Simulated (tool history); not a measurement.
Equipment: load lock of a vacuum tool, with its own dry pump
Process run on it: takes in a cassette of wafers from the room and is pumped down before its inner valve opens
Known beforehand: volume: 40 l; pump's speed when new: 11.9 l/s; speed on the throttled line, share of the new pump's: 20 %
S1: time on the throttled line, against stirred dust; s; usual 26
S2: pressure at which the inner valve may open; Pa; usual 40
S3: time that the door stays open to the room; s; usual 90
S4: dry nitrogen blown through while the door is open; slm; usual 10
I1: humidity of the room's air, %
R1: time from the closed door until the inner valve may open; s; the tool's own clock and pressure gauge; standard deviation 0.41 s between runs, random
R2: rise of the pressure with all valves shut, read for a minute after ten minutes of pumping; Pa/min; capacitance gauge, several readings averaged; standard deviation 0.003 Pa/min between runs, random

run,day,S1,S2,S3,S4,I1,R1,R2
1,0,26,40,90,10,44.9,48.5,0.139
2,11.671,26,40,90,10,48.3,48.4,0.155
3,23.279,26,40,90,10,44.7,49.1,0.171
4,35.779,27,40,90,10,48,50.2,0.187
5,58.567,27,40,90,10,43.8,50.2,0.215
6,70.858,26,34,90,10,42.3,50,0.226
7,95.642,26,34,90,10,46,49.9,0.267
8,109.254,26,40,90,10,41.3,49.3,0.278
9,130.821,26,40,90,10,44.7,50,0.32
10,148.875,26,40,76,10,44.9,49.8,0.346
11,162.846,26,40,90,10,43.1,49.7,0.369
12,182.258,26,40,90,10,44,50.3,0.402
13,201.412,26,40,90,7,42.3,50.2,0.452
14,212.629,40,40,90,7,47,61.5,0.487
15,238.592,40,38,49,7,44.2,61.4,0.522
16,260.833,40,38,49,7,48.1,61,0.556

For run 17, what comes out?
17,275.608,16,40,90,43,42.1,?,?

Run 17 measured R1 44.2 s, R2 0.569 Pa/min.
Had the tool carried no hidden state, the very same run would have given R1 39.7 s, R2 0.025 Pa/min.
